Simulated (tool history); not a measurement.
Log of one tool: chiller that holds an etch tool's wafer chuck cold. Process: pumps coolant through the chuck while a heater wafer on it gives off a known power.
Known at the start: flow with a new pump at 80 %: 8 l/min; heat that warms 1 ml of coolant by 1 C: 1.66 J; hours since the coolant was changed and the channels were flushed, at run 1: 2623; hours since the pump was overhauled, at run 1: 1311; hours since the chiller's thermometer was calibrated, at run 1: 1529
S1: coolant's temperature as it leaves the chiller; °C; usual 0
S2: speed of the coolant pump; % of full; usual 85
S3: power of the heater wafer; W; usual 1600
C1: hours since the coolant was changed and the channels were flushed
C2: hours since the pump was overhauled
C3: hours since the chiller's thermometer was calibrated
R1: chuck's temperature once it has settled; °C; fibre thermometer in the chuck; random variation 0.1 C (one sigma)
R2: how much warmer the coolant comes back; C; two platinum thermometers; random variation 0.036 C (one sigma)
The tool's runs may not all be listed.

run   hour  S1  S2    S3    C1    C2    C3    R1    R2
  1    0.0   0  85  1600  2623  1311  1529  17.5  7.07
  2   37.9   0  91  1600  2661  1349  1567  16.8  6.66
  3   66.3   0  85  1600  2689  1377  1596  17.5  7.07
  4  106.1   0  79  1600  2729  1417  1636  18.4  7.59
  5  130.7   0  85  1600  2754  1441  1660  17.4  7.06
  6  151.6   0  87  1600  2774  1462  1681  17.4  6.89
  7  169.9   0  87  1584  2793  1481  1699  16.9  6.78
  8  197.0  -1  85  1600  2820  1508  1726  16.5  7.01
  9  235.7  -1  85  1600  2859  1546  1765  16.8  7.05
 10  263.7  -1  85  1600  2887  1574  1793  16.6  7.08
 11  291.8  -1  85  1600  2915  1603  1821  16.6  7.09
 12  323.9  -1  85  1600  2947  1635  1853  16.7  7.03
 13  349.7  -3  95  1600  2973  1660  1879  13.4  6.27
 14  378.3  -7  64  1025  3001  1689  1908   7.0  6.07
 15  417.4   5  98   819  3040  1728  1947  13.3  3.16
 16  434.2  -8  80  1559  3057  1745  1964  10.1  7.32
 17  472.7  -8  80  1559  3096  1783  2002   9.9  7.38
 18  502.9   1  83  1559  3126  1814  2032  18.5  7.12
 19  522.0   1  85  1600  3145  1833  2051  18.7  7.14
 20  548.2   0  85   824  3171  1859  2078   9.2  3.66
 21  572.2   0  85   824  3195  1883  2102   9.3  3.70
 22  595.1   0  85  1026  3218  1906  2125  11.5  4.59

5 ways to go on from here, each from the tool as it stands after run 22. What would each give?
  A  612.8   0  76  1026  3236  1924  2142   ?   ?
  B  612.8  -1  91   901  3236  1924  2142   ?   ?
  C  612.8   8  71  1129  3236  1924  2142   ?   ?
  D  612.8   3  85  1600  3236  1924  2142   ?   ?
  E  612.8   2  81  1600  3236  1924  2142   ?   ?

run    R1    R2
  A  12.4  5.06
  B   8.5  3.69
  C  22.1  6.04
  D  20.8  7.12
  E  20.5  7.42
Without the tool's hidden state the same runs would have given:
run    R1    R2
  A  11.2  4.83
  B   7.6  3.52
  C  20.8  5.77
  D  19.2  6.80
  E  18.8  7.09
